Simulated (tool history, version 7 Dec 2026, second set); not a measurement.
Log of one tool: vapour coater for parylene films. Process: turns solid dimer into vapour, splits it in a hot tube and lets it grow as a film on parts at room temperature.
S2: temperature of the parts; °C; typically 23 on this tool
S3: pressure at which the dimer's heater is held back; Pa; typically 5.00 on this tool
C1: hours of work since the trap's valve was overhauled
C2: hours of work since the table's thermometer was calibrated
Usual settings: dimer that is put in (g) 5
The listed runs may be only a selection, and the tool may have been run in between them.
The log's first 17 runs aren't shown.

{"run": 18, "hour": 599.5, "dimer that is put in (g)": 5, "S2": 32, "S3": 5.0, "C1": 335, "C2": 733, "thickness of the film (um)": 0.66}
{"run": 19, "hour": 635.8, "dimer that is put in (g)": 5, "S2": 32, "S3": 5.0, "C1": 366, "C2": 764, "thickness of the film (um)": 0.65}
{"run": 20, "hour": 656.8, "dimer that is put in (g)": 5, "S2": 32, "S3": 5.73, "C1": 384, "C2": 781, "thickness of the film (um)": 0.61}
{"run": 21, "hour": 690.4, "dimer that is put in (g)": 5, "S2": 23, "S3": 5.51, "C1": 412, "C2": 810, "thickness of the film (um)": 0.96}
{"hour": 736.9, "done": "trap's valve overhauled"}
{"run": 22, "hour": 741.8, "dimer that is put in (g)": 5, "S2": 23, "S3": 5.0, "C1": 4, "C2": 850, "thickness of the film (um)": 1.13}
{"run": 23, "hour": 776.8, "dimer that is put in (g)": 5, "S2": 23, "S3": 5.0, "C1": 34, "C2": 880, "thickness of the film (um)": 1.09}
{"run": 24, "hour": 798.9, "dimer that is put in (g)": 5, "S2": 23, "S3": 5.0, "C1": 53, "C2": 898, "thickness of the film (um)": 1.1}
{"run": 25, "hour": 830.6, "dimer that is put in (g)": 5, "S2": 23, "S3": 5.0, "C1": 79, "C2": 925, "thickness of the film (um)": 1.12}
{"run": 26, "hour": 861.6, "dimer that is put in (g)": 5, "S2": 23, "S3": 5.0, "C1": 106, "C2": 951, "thickness of the film (um)": 1.06}
{"run": 27, "hour": 883.7, "dimer that is put in (g)": 5, "S2": 23, "S3": 5.0, "C1": 124, "C2": 970, "thickness of the film (um)": 1.05}
{"run": 28, "hour": 917.4, "dimer that is put in (g)": 5, "S2": 23, "S3": 5.0, "C1": 153, "C2": 999, "thickness of the film (um)": 1.05}
{"run": 29, "hour": 952.7, "dimer that is put in (g)": 4, "S2": 31, "S3": 11.82, "C1": 183, "C2": 1029, "thickness of the film (um)": 0.55}
{"run": 30, "hour": 992.2, "dimer that is put in (g)": 5, "S2": 24, "S3": 8.77, "C1": 216, "C2": 1062, "thickness of the film (um)": 0.92}
{"run": 31, "hour": 1015.3, "dimer that is put in (g)": 5, "S2": 19, "S3": 4.52, "C1": 236, "C2": 1082, "thickness of the film (um)": 1.21}
{"run": 32, "hour": 1056.3, "dimer that is put in (g)": 3, "S2": 17, "S3": 5.75, "C1": 271, "C2": 1116, "thickness of the film (um)": 0.77}

Predict the results of run 33:
{"run": 33, "hour": 1100.5, "dimer that is put in (g)": 3, "S2": 17, "S3": 5.75, "C1": 308, "C2": 1154, "thickness of the film (um)": "?"}

Logged for run 33: thickness of the film (um) 0.76.
Take away the tool's hidden state, keep the run-to-run variation as it was, and the same run would have given thickness of the film (um) 0.83.
